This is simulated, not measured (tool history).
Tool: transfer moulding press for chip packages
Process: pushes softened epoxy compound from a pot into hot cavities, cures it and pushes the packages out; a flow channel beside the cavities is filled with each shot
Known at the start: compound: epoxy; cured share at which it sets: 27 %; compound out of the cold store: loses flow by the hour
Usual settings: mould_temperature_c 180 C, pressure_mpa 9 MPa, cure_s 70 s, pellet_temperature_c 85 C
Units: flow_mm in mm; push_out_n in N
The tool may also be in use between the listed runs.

| run | hour | mould_temperature_c | pressure_mpa | cure_s | pellet_temperature_c | incoming compound's hours out of the cold store | flow_mm | push_out_n |
|---|---|---|---|---|---|---|---|---|
| 1 | 0 | 180 | 9 | 70 | 85 | 31.7 | 858 | 543 |
| 2 | 11.6 | 180 | 9 | 70 | 85 | 24.4 | 869 | 538 |
| 3 | 16.7 | 181 | 9 | 70 | 85 | 42.1 | 807 | 567 |
| 4 | 24.4 | 181 | 6.96 | 70 | 85 | 35.7 | 724 | 569 |
|  | 26.5 | cavities cleaned with cleaning compound and waxed |
| 5 | 36 | 180 | 9 | 70 | 90 | 12.8 | 908 | 394 |
| 6 | 47.4 | 180 | 9 | 70 | 81 | 42 | 797 | 474 |
| 7 | 58.9 | 180 | 9 | 70 | 81 | 39.8 | 800 | 498 |
| 8 | 66.8 | 180 | 9 | 70 | 81 | 17.6 | 877 | 547 |
| 9 | 78 | 180 | 9 | 70 | 81 | 9 | 918 | 570 |
| 10 | 89.4 | 180 | 7.85 | 70 | 85 | 31.4 | 771 | 598 |
|  | 95.7 | cavities cleaned with cleaning compound and waxed |
| 11 | 100.8 | 180 | 7.85 | 70 | 85 | 24.3 | 801 | 355 |
| 12 | 109.1 | 180 | 9 | 70 | 85 | 16.6 | 875 | 413 |
| 13 | 118.9 | 180 | 9 | 70 | 85 | 38.3 | 804 | 440 |
| 14 | 130.2 | 180 | 9 | 70 | 85 | 22.4 | 845 | 521 |
| 15 | 141.2 | 181 | 9 | 70 | 87 | 15.2 | 865 | 516 |
| 16 | 150.1 | 180 | 9 | 61 | 85 | 14.9 | 870 | 695 |
| 17 | 160.5 | 180 | 7.39 | 70 | 92 | 34.4 | 727 | 589 |
|  | 164 | cavities cleaned with cleaning compound and waxed |
| 18 | 170.4 | 180 | 7.39 | 70 | 92 | 33.6 | 723 | 348 |
| 19 | 179.2 | 180 | 7.39 | 98 | 93 | 23.3 | 748 | 364 |
| 20 | 187.3 | 184 | 10.64 | 53 | 76 | 28.1 | 870 | 631 |
|  | 190.3 | mould's thermocouples calibrated |
| 21 | 195.7 | 184 | 10.64 | 53 | 76 | 17.8 | 916 | 681 |
| 22 | 201.1 | 187 | 7.18 | 67 | 85 | 29 | 698 | 461 |
| 23 | 212.4 | 187 | 7.18 | 67 | 85 | 46.5 | 649 | 472 |
| 24 | 224.1 | 187 | 7.18 | 67 | 85 | 41.5 | 661 | 497 |
|  | 234.8 | cavities cleaned with cleaning compound and waxed |
| 25 | 236.1 | 187 | 7.55 | 70 | 85 | 13.4 | 763 | 287 |
| 26 | 244.7 | 185 | 8.55 | 70 | 92 | 28.6 | 760 | 345 |
| 27 | 252.1 | 185 | 8.29 | 70 | 76 | 25.6 | 764 | 382 |
|  | 258.4 | mould's thermocouples calibrated, once more |
| 28 | 263 | 180 | 10.75 | 70 | 85 | 12.5 | 929 | 502 |

Forecast each of these 4 alternatives for the next run:
| A | 272.3 | 180 | 10.21 | 89 | 85 | 25 | ? | ? |
| B | 272.3 | 180 | 10.62 | 70 | 85 | 12.6 | ? | ? |
| C | 272.3 | 180 | 8.63 | 65 | 83 | 8.1 | ? | ? |
| D | 272.3 | 180 | 10.75 | 51 | 85 | 47.1 | ? | ? |

| run | flow_mm | push_out_n |
|---|---|---|
| A | 845 | 452 |
| B | 933 | 515 |
| C | 840 | 601 |
| D | 817 | 911 |
Without the tool's hidden state the same runs would have given:
| run | flow_mm | push_out_n |
|---|---|---|
| A | 920 | 270 |
| B | 1016 | 316 |
| C | 914 | 369 |
| D | 888 | 555 |
